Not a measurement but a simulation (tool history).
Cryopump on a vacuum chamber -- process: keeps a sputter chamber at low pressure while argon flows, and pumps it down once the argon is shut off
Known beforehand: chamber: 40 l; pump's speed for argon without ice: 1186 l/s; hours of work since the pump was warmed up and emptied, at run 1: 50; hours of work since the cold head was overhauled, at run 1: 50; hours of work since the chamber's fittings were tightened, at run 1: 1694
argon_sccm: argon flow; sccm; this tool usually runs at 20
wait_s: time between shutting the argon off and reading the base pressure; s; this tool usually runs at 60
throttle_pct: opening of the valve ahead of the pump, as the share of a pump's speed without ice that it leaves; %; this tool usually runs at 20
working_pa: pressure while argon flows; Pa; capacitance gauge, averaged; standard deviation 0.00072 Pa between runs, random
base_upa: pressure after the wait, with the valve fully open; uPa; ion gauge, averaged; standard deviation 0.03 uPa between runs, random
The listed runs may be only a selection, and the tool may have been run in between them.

run,day,argon_sccm,wait_s,throttle_pct,hours of work since the pump was warmed up and emptied,hours of work since the cold head was overhauled,hours of work since the chamber's fittings were tightened,working_pa,base_upa
1,0.000,20,60,20,50,50,1694,0.1440,1.94
2,1.108,20,149,20,61,61,1705,0.1446,1.21
3,1.892,20,149,20,69,69,1713,0.1439,1.21
4,3.125,20,211,20,81,81,1725,0.1428,1.09
5,4.058,20,211,20,91,91,1734,0.1444,1.10
6,5.162,20,34,20,102,102,1745,0.1457,2.97
7,6.404,20,60,33,114,114,1758,0.0891,2.00
8,7.688,20,60,48,127,127,1771,0.0626,2.07
9,8.900,31,60,47,139,139,1783,0.0986,2.01
10,9.533,27,41,20,146,146,1789,0.1972,2.56
11,10.700,27,41,20,157,157,1801,0.1969,2.69

Run 12 is up next; what results do you expect?
12,11.417,21,28,20,165,165,1808,?,?

working_pa: 0.1539 Pa
base_upa: 3.58 uPa
If the tool had no hidden condition, the same run with the same run-to-run variation would have returned working_pa 0.1502 Pa, base_upa 3.05 uPa.
